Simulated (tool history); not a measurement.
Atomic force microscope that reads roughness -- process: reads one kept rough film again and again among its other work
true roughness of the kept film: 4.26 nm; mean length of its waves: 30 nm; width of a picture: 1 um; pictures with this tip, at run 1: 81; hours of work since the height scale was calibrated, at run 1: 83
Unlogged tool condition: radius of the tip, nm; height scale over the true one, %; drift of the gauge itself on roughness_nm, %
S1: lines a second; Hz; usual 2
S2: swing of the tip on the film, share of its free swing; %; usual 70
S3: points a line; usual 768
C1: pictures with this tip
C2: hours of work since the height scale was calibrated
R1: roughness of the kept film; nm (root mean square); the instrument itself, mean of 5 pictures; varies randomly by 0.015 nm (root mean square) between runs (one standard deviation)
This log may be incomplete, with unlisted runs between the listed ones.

{"run": 1, "hour": 0.0, "S1": 2, "S2": 70, "S3": 768, "C1": 81, "C2": 83, "R1": 3.295}
{"run": 2, "hour": 16.9, "S1": 2, "S2": 70, "S3": 768, "C1": 98, "C2": 91, "R1": 3.222}
{"run": 3, "hour": 34.6, "S1": 0.76, "S2": 70, "S3": 768, "C1": 117, "C2": 100, "R1": 3.371}
{"run": 4, "hour": 45.3, "S1": 0.76, "S2": 70, "S3": 768, "C1": 128, "C2": 105, "R1": 3.336}
{"run": 5, "hour": 57.4, "S1": 0.76, "S2": 70, "S3": 768, "C1": 140, "C2": 111, "R1": 3.312}
{"run": 6, "hour": 75.5, "S1": 2, "S2": 64, "S3": 768, "C1": 159, "C2": 119, "R1": 3.162}
{"run": 7, "hour": 83.5, "S1": 2, "S2": 64, "S3": 768, "C1": 167, "C2": 123, "R1": 3.14}
{"run": 8, "hour": 99.1, "S1": 2, "S2": 64, "S3": 768, "C1": 183, "C2": 131, "R1": 3.122}
{"run": 9, "hour": 110.7, "S1": 2, "S2": 64, "S3": 768, "C1": 195, "C2": 136, "R1": 3.064}
{"run": 10, "hour": 126.2, "S1": 2, "S2": 64, "S3": 768, "C1": 211, "C2": 143, "R1": 3.044}
{"run": 11, "hour": 135.4, "S1": 2, "S2": 64, "S3": 768, "C1": 220, "C2": 148, "R1": 3.014}
{"run": 12, "hour": 150.6, "S1": 3.15, "S2": 70, "S3": 768, "C1": 236, "C2": 155, "R1": 2.736}
{"run": 13, "hour": 168.6, "S1": 3.15, "S2": 70, "S3": 768, "C1": 254, "C2": 164, "R1": 2.703}
{"run": 14, "hour": 179.4, "S1": 2, "S2": 70, "S3": 768, "C1": 265, "C2": 169, "R1": 2.83}
{"hour": 183.0, "done": "new tip fitted"}
{"run": 15, "hour": 190.0, "S1": 1.34, "S2": 68, "S3": 901, "C1": 7, "C2": 174, "R1": 3.648}
{"run": 16, "hour": 200.0, "S1": 1.34, "S2": 68, "S3": 901, "C1": 17, "C2": 178, "R1": 3.587}
{"run": 17, "hour": 209.3, "S1": 2.15, "S2": 77, "S3": 768, "C1": 27, "C2": 183, "R1": 3.25}
{"run": 18, "hour": 218.8, "S1": 0.8, "S2": 81, "S3": 564, "C1": 36, "C2": 187, "R1": 3.486}
{"run": 19, "hour": 234.2, "S1": 2.44, "S2": 70, "S3": 448, "C1": 52, "C2": 195, "R1": 3.259}
{"run": 20, "hour": 243.1, "S1": 2.13, "S2": 70, "S3": 361, "C1": 61, "C2": 199, "R1": 3.296}
{"run": 21, "hour": 257.8, "S1": 1.19, "S2": 70, "S3": 740, "C1": 76, "C2": 206, "R1": 3.477}
{"run": 22, "hour": 273.0, "S1": 1.19, "S2": 70, "S3": 740, "C1": 92, "C2": 213, "R1": 3.388}
{"run": 23, "hour": 282.6, "S1": 1.19, "S2": 70, "S3": 740, "C1": 102, "C2": 218, "R1": 3.37}
{"run": 24, "hour": 301.3, "S1": 2.33, "S2": 80, "S3": 845, "C1": 121, "C2": 227, "R1": 2.93}
{"run": 25, "hour": 320.1, "S1": 2.33, "S2": 80, "S3": 342, "C1": 140, "C2": 236, "R1": 2.847}
{"run": 26, "hour": 331.0, "S1": 1.7, "S2": 71, "S3": 614, "C1": 151, "C2": 241, "R1": 3.138}
{"run": 27, "hour": 347.3, "S1": 1.7, "S2": 71, "S3": 614, "C1": 168, "C2": 249, "R1": 3.093}
{"run": 28, "hour": 355.4, "S1": 2.21, "S2": 60, "S3": 321, "C1": 176, "C2": 253, "R1": 3.138}

Across each entry between runs, compare the hidden state at the last listed run before it with the hidden state at the first listed run after it:
From run 14 to run 15: new tip fitted (hour 183)
  radius of the tip, nm: 19.2 -> 5.4
  what was measured, less what the result would be without the hidden state, R1: -0.684 -> -0.025 nm (root mean square)
